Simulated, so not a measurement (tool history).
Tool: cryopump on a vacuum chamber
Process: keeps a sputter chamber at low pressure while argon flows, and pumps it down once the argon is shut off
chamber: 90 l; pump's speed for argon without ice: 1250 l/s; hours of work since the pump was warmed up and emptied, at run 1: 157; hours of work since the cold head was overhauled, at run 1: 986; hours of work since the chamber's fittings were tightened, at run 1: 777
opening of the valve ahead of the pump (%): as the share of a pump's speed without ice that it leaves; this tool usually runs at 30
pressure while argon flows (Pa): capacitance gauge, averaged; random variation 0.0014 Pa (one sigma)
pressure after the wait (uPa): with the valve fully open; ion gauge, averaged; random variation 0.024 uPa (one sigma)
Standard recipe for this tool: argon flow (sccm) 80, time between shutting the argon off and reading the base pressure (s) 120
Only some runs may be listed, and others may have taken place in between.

| run | hour | argon flow (sccm) | time between shutting the argon off and reading the base pressure (s) | opening of the valve ahead of the pump (%) | hours of work since the pump was warmed up and emptied | hours of work since the cold head was overhauled | hours of work since the chamber's fittings were tightened | pressure while argon flows (Pa) | pressure after the wait (uPa) |
|---|---|---|---|---|---|---|---|---|---|
| 1 | 0.0 | 80 | 120 | 30 | 157 | 986 | 777 | 0.3646 | 1.23 |
| 2 | 84.5 | 80 | 120 | 30 | 233 | 1061 | 853 | 0.3652 | 1.33 |
| 3 | 132.1 | 80 | 120 | 30 | 275 | 1104 | 896 | 0.3682 | 1.35 |
| 4 | 210.4 | 80 | 120 | 17 | 345 | 1174 | 966 | 0.6434 | 1.37 |
| 5 | 289.7 | 80 | 120 | 17 | 416 | 1245 | 1037 | 0.6466 | 1.41 |
|  | 322.0 | leaking fittings of the chamber tightened, without venting |
| 6 | 378.6 | 80 | 120 | 30 | 494 | 1323 | 51 | 0.3724 | 0.97 |
| 7 | 441.6 | 80 | 120 | 30 | 550 | 1379 | 107 | 0.3735 | 1.05 |
| 8 | 539.3 | 80 | 120 | 30 | 638 | 1467 | 195 | 0.3771 | 1.05 |
| 9 | 587.6 | 80 | 120 | 30 | 681 | 1510 | 238 | 0.3782 | 1.09 |
| 10 | 659.9 | 80 | 120 | 30 | 746 | 1574 | 302 | 0.3797 | 1.19 |
|  | 677.2 | pump warmed up, emptied and cooled again |
| 11 | 746.8 | 80 | 120 | 30 | 62 | 1648 | 376 | 0.3643 | 1.09 |
| 12 | 843.7 | 50 | 120 | 30 | 149 | 1734 | 462 | 0.2284 | 1.14 |
| 13 | 901.4 | 80 | 120 | 30 | 201 | 1786 | 514 | 0.3656 | 1.18 |
| 14 | 975.3 | 64 | 120 | 30 | 267 | 1852 | 580 | 0.2942 | 1.23 |
| 15 | 1045.8 | 64 | 120 | 30 | 330 | 1915 | 643 | 0.2961 | 1.24 |
| 16 | 1149.4 | 43 | 120 | 30 | 423 | 2008 | 736 | 0.1991 | 1.33 |
| 17 | 1237.3 | 43 | 120 | 30 | 501 | 2087 | 815 | 0.1994 | 1.40 |
| 18 | 1289.7 | 66 | 44 | 30 | 548 | 2134 | 862 | 0.3099 | 2.53 |
| 19 | 1347.4 | 80 | 120 | 42 | 600 | 2185 | 913 | 0.2750 | 1.45 |
| 20 | 1400.8 | 56 | 115 | 30 | 648 | 2233 | 961 | 0.2648 | 1.51 |
| 21 | 1472.9 | 56 | 115 | 30 | 712 | 2297 | 1026 | 0.2650 | 1.55 |
|  | 1510.3 | leaking fittings of the chamber tightened, without venting |
|  | 1528.5 | pump warmed up, emptied and cooled again |
| 22 | 1536.8 | 56 | 115 | 30 | 7 | 2348 | 19 | 0.2556 | 1.03 |
| 23 | 1596.7 | 102 | 88 | 30 | 61 | 2402 | 73 | 0.4659 | 1.26 |
| 24 | 1661.1 | 47 | 120 | 51 | 119 | 2460 | 130 | 0.1293 | 1.03 |
| 25 | 1764.9 | 47 | 120 | 51 | 212 | 2553 | 223 | 0.1304 | 1.14 |
| 26 | 1838.0 | 47 | 86 | 52 | 277 | 2618 | 289 | 0.1271 | 1.35 |
| 27 | 1914.5 | 115 | 120 | 37 | 345 | 2686 | 357 | 0.4380 | 1.15 |
| 28 | 1968.4 | 115 | 120 | 37 | 394 | 2735 | 405 | 0.4387 | 1.14 |
| 29 | 2037.0 | 44 | 120 | 49 | 455 | 2796 | 467 | 0.1294 | 1.17 |
| 30 | 2139.3 | 159 | 80 | 18 | 547 | 2888 | 558 | 1.2267 | 1.60 |
| 31 | 2194.8 | 51 | 70 | 30 | 596 | 2937 | 608 | 0.2404 | 1.71 |
| 32 | 2257.1 | 39 | 120 | 51 | 652 | 2993 | 664 | 0.1123 | 1.37 |
| 33 | 2337.4 | 39 | 73 | 20 | 724 | 3065 | 736 | 0.2735 | 1.84 |

Below are 5 alternative next runs, each starting from the tool's condition after run 33. Predict each:
|  | 2377.5 | pump warmed up, emptied and cooled again |
| A | 2390.3 | 143 | 24 | 27 | 11 | 3108 | 779 | ? | ? |
|  | 2377.5 | pump warmed up, emptied and cooled again |
| B | 2390.3 | 89 | 73 | 20 | 11 | 3108 | 779 | ? | ? |
|  | 2377.5 | pump warmed up, emptied and cooled again |
| C | 2390.3 | 107 | 176 | 20 | 11 | 3108 | 779 | ? | ? |
|  | 2377.5 | pump warmed up, emptied and cooled again |
| D | 2390.3 | 80 | 87 | 30 | 11 | 3108 | 779 | ? | ? |
|  | 2377.5 | pump warmed up, emptied and cooled again |
| E | 2390.3 | 80 | 88 | 47 | 11 | 3108 | 779 | ? | ? |

| run | pressure while argon flows (Pa) | pressure after the wait (uPa) |
|---|---|---|
| A | 0.7224 | 3.92 |
| B | 0.6040 | 1.77 |
| C | 0.7277 | 1.10 |
| D | 0.3670 | 1.59 |
| E | 0.2335 | 1.55 |
Without the tool's unlogged condition, the same runs would have read:
| run | pressure while argon flows (Pa) | pressure after the wait (uPa) |
|---|---|---|
| A | 0.7161 | 3.50 |
| B | 0.6001 | 1.35 |
| C | 0.7230 | 0.67 |
| D | 0.3634 | 1.16 |
| E | 0.2300 | 1.13 |
